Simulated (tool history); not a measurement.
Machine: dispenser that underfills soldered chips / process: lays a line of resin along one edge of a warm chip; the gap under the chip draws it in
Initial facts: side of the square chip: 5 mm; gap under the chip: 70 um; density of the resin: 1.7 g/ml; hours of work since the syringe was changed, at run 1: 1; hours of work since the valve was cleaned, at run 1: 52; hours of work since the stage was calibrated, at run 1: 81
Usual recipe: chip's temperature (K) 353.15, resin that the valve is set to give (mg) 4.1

| run | hour | chip's temperature (K) | resin that the valve is set to give (mg) | hours of work since the syringe was changed | hours of work since the valve was cleaned | hours of work since the stage was calibrated | time until the resin shows at the far edge (s) | resin that the valve gave (mg) |
|---|---|---|---|---|---|---|---|---|
| 1 | 0 | 353.15 | 4.1 | 1 | 52 | 81 | 8.7 | 3.97 |
| 2 | 6 | 353.15 | 4.1 | 5 | 56 | 85 | 9.9 | 3.95 |
|  | 12.7 | new syringe of resin |
| 3 | 15.5 | 367.15 | 4.1 | 2 | 62 | 91 | 4.8 | 3.8 |
| 4 | 24.9 | 341.15 | 4.1 | 8 | 68 | 97 | 20.1 | 3.83 |
|  | 26.8 | new syringe of resin |
|  | 27.8 | dispensing valve cleaned and set on the balance |
| 5 | 33.1 | 341.15 | 4.1 | 3 | 3 | 102 | 16.6 | 4.15 |
|  | 42 | new syringe of resin |
| 6 | 42 | 341.15 | 4.1 | 0 | 9 | 107 | 15 | 4.07 |
| 7 | 47.9 | 341.15 | 4.1 | 4 | 13 | 111 | 17.2 | 4.02 |
|  | 56.8 | new syringe of resin |
| 8 | 56.8 | 353.15 | 4.68 | 0 | 18 | 117 | 7.8 | 4.48 |
| 9 | 64.2 | 353.15 | 4.1 | 5 | 23 | 122 | 9.8 | 4.06 |
|  | 71.5 | new syringe of resin |
| 10 | 73.3 | 353.15 | 4.1 | 1 | 29 | 127 | 9.1 | 3.94 |
|  | 85.7 | new syringe of resin |
| 11 | 85.7 | 353.15 | 4.1 | 0 | 37 | 135 | 8.9 | 3.95 |
| 12 | 96.9 | 346.15 | 4.1 | 7 | 44 | 142 | 16 | 3.93 |
|  | 100.2 | new syringe of resin |
| 13 | 110.7 | 346.15 | 4.14 | 7 | 53 | 151 | 15.4 | 3.99 |
|  | 114.6 | new syringe of resin |
| 14 | 119.5 | 345.15 | 4.72 | 3 | 58 | 157 | 13.2 | 4.53 |
|  | 129.4 | new syringe of resin |
| 15 | 132.3 | 351.15 | 4.02 | 2 | 67 | 165 | 10.5 | 3.76 |
|  | 136.8 | dispensing valve cleaned and set on the balance |
|  | 144.6 | new syringe of resin |
| 16 | 144.6 | 351.15 | 4.02 | 0 | 5 | 172 | 9.1 | 4.02 |
| 17 | 157.2 | 342.15 | 4.18 | 8 | 13 | 180 | 19.6 | 4.13 |
|  | 159.2 | new syringe of resin |
| 18 | 164.8 | 358.15 | 4.41 | 4 | 18 | 185 | 7.5 | 4.37 |

Hidden state or all else? Some run-to-run changes of time until the resin shows at the far edge (s), split into what the settings, what came in and random variation would give without the hidden state, and what is left for the hidden state (with any gauge scatter that isn't in both results):
The hidden state here: resin's viscosity, % of fresh resin's; dose that the valve gives, % of what is set; true chip temperature over the reading, C; drift of the gauge itself on fill_s, %; drift of the gauge itself on given_mg, %.
Run 3 -> 4: chip's temperature (K) 367.15 -> 341.15. time until the resin shows at the far edge (s) +15.3: hidden state +5.8, all else +9.5.
